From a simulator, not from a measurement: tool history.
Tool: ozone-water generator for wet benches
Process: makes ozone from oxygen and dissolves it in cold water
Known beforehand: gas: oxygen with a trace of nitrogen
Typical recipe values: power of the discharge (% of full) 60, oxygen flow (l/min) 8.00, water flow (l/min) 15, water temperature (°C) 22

run,hour,power of the discharge (% of full),oxygen flow (l/min),water flow (l/min),water temperature (°C),dissolved ozone (ppm),ozone in the gas ahead of the water (g/m3)
1,0.0,60,8.00,15,22,16.9,146.6
2,44.7,60,5.35,15,22,18.3,183.2
3,114.3,60,5.35,15,22,18.2,182.9
4,158.6,60,5.35,15,22,17.8,183.7
5,228.2,60,5.35,15,22,18.0,184.6
6,302.6,60,8.00,15,22,17.0,145.4
7,381.6,60,8.00,15,26,15.2,144.4
8,465.8,59,5.23,15,26,16.4,183.0
9,506.4,59,6.39,16,21,16.7,163.1
10,594.5,59,6.39,16,21,16.7,163.0
11,647.1,52,7.00,16,21,14.8,141.5
12,691.4,71,8.00,16,27,15.9,163.4

Put back what was entered between runs (1 entry, withheld): which listed runs does each sit between, and how does the hidden state differ from the listed run before to the listed run after?
Between runs 7 and 8: contactor cleaned (hour 390.7)
  yield of the discharge, % of new electrodes': 94.4 -> 94.2; contactor's efficiency, % of a clean one's: 92.1 -> 90; true water temperature over the reading, C: 0.35 -> 0.36
  measured minus no-state result, dissolved ozone (ppm): -1.7 -> -2.1; ozone in the gas ahead of the water (g/m3): -7.6 -> -9.8

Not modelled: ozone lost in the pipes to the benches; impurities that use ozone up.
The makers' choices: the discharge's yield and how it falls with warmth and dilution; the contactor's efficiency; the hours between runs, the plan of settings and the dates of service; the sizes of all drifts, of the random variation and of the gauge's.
